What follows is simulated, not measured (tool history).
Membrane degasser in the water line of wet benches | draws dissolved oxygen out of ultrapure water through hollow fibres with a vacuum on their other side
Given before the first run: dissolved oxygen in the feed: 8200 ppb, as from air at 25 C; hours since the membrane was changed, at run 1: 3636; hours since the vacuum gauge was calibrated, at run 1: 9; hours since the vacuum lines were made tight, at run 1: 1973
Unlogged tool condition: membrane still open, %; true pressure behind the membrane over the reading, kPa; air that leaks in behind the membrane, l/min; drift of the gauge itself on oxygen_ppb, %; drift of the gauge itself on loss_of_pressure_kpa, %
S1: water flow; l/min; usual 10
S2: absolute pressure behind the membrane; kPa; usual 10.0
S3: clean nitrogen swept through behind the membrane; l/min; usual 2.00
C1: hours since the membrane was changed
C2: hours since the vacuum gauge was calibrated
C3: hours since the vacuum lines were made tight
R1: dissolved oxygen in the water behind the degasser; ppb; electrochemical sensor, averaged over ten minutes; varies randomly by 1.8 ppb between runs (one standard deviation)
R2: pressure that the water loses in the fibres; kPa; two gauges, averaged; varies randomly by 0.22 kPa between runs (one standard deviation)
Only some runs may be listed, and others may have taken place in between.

run    hour  S1    S2    S3    C1    C2    C3     R1     R2
  1     0.0  10  10.0  2.00  3636     9  1973  177.0  54.06
  2    69.1  10  10.0  2.00  3705    78  2042  176.6  53.72
  3   132.9  10  10.0  2.00  3769   142  2106  178.9  54.16
  4   209.5  10  10.0  2.00  3846   219  2183  177.0  54.10
  5   310.1  10   9.2  2.00  3946   319  2283  172.3  54.17
  6   387.6  10  10.0  4.66  4024   397  2361  133.1  54.05
  7   484.4  10  10.0  4.66  4121   494  2458  133.5  54.62
  8   554.3  10  10.0  2.82  4191   564  2527  156.6  54.59
  9   659.5  10  10.0  3.95  4296   669  2633  142.0  54.75
 10   762.9  10  11.1  2.00  4399   772  2736  191.0  54.37
 11   869.7  10  11.1  2.00  4506   879  2843  191.9  54.90
 12   974.1  10  11.1  2.00  4610   983  2947  193.3  54.59
 13  1066.7  10  11.1  2.00  4703  1076  3040  190.2  54.55
 14  1172.8  10  11.1  2.00  4809  1182  3146  194.7  54.89
 15  1244.2  10  11.1  2.00  4881  1254  3217  192.5  54.94
 16  1349.5  10  11.1  2.00  4986  1359  3323  192.9  55.08
 17  1427.0  10  11.1  2.00  5063  1436  3400  188.9  55.07
 18  1513.4  10  13.2  2.00  5150  1523  3487  215.5  54.85
 19  1579.9  10  13.2  2.00  5216  1589  3553  214.3  54.75
 20  1627.9  11   7.9  2.00  5264  1637  3601  174.0  60.46
 21  1724.0  11   7.9  2.00  5360  1733  3697  175.5  60.49
     1829.8  -- seals of the vacuum lines changed
 22  1832.1  10  10.6  2.53  5466  1839     2  170.4  54.86
 23  1911.7   6  13.5  1.18  5546  1919    82  165.7  32.79
 24  1968.6   6  13.5  1.18  5603  1976   139  161.5  33.20
 25  2076.1  12  13.5  1.08  5710  2083   246  385.3  66.30
 26  2150.6  12   6.3  3.29  5785  2158   321  160.1  66.52
 27  2252.2  14  21.9  2.00  5886  2260   422  465.8  77.21
 28  2349.4  14  21.9  2.00  5984  2357   520  461.3  77.66
 29  2459.1  10  17.0  1.86  6093  2466   629  268.8  55.56
 30  2527.5   9  11.4  1.87  6162  2535   698  178.6  49.95
 31  2580.8   9  11.4  1.87  6215  2588   751  173.3  50.29
 32  2688.2  10  14.7  2.66  6322  2696   858  201.3  55.26
 33  2775.5   8  10.0  2.28  6410  2783   946  125.7  44.75

Consider 3 possible next runs. They are alternatives, not a sequence: every one starts from the tool as it was left by run 33. What does each give?
  A  2842.9  11  10.4  1.49  6477  2850  1013   ?   ?
  B  2842.9   9  10.0  2.28  6477  2850  1013   ?   ?
  C  2842.9  13  10.0  4.82  6477  2850  1013   ?   ?

run     R1     R2
  A  236.2  61.01
  B  146.1  49.69
  C  193.9  72.27
The same runs, with their run-to-run variation unchanged, on a tool lacking any hidden condition would have given:
run     R1     R2
  A  235.6  59.39
  B  145.6  48.35
  C  193.2  70.34
